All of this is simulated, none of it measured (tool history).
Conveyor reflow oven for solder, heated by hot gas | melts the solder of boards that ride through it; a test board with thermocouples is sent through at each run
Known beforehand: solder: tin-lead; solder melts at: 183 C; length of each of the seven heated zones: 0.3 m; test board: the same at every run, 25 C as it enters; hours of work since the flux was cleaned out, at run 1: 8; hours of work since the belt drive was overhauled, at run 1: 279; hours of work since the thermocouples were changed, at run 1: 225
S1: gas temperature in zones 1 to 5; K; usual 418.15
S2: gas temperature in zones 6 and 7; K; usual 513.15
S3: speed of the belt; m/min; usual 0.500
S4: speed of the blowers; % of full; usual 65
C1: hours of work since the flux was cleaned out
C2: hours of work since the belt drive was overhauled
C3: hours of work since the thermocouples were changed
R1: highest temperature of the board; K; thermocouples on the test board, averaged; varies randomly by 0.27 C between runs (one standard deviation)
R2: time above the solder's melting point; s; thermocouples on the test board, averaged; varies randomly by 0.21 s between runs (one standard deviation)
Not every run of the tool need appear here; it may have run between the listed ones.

run,day,S1,S2,S3,S4,C1,C2,C3,R1,R2
1,0.000,418.15,513.15,0.500,65,8,279,225,493.15,58.3
2,0.550,418.15,513.15,0.500,65,15,286,232,493.25,58.3
3,0.883,418.15,513.15,0.500,65,19,290,236,492.75,58.4
4,1.325,418.15,513.15,0.500,65,24,295,242,493.15,58.2
5,1.583,418.15,513.15,0.500,65,27,299,245,493.15,58.1
6,1.996,418.15,513.15,0.500,65,33,304,250,493.15,58.0
7,2.454,418.15,513.15,0.500,65,38,309,255,493.15,58.1
8,2.725,418.15,513.15,0.500,65,41,313,259,492.65,57.8
9,3.158,418.15,513.15,0.500,65,47,318,264,492.65,58.2
10,3.712,418.15,513.15,0.500,65,53,325,271,492.75,57.6
11,4.133,418.15,513.15,0.500,65,59,330,276,492.75,57.7
12,4.654,418.15,513.15,0.500,65,65,336,282,492.75,57.5
13,5.058,418.15,513.15,0.500,65,70,341,287,493.05,57.9
14,5.438,418.15,513.15,0.500,65,75,346,292,492.45,57.7
15,5.912,418.15,513.15,0.500,65,80,352,298,492.85,57.5
16,6.296,418.15,513.15,0.500,65,85,356,302,492.75,57.4

Run 17 is up next; what results do you expect?
17,6.542,418.15,521.15,0.582,65,88,359,305,?,?

For run 17 the tool returned R1 493.25 K, R2 49.1 s.
The same run, on a tool lacking any hidden state, would have yielded R1 494.45 K, R2 49.7 s.
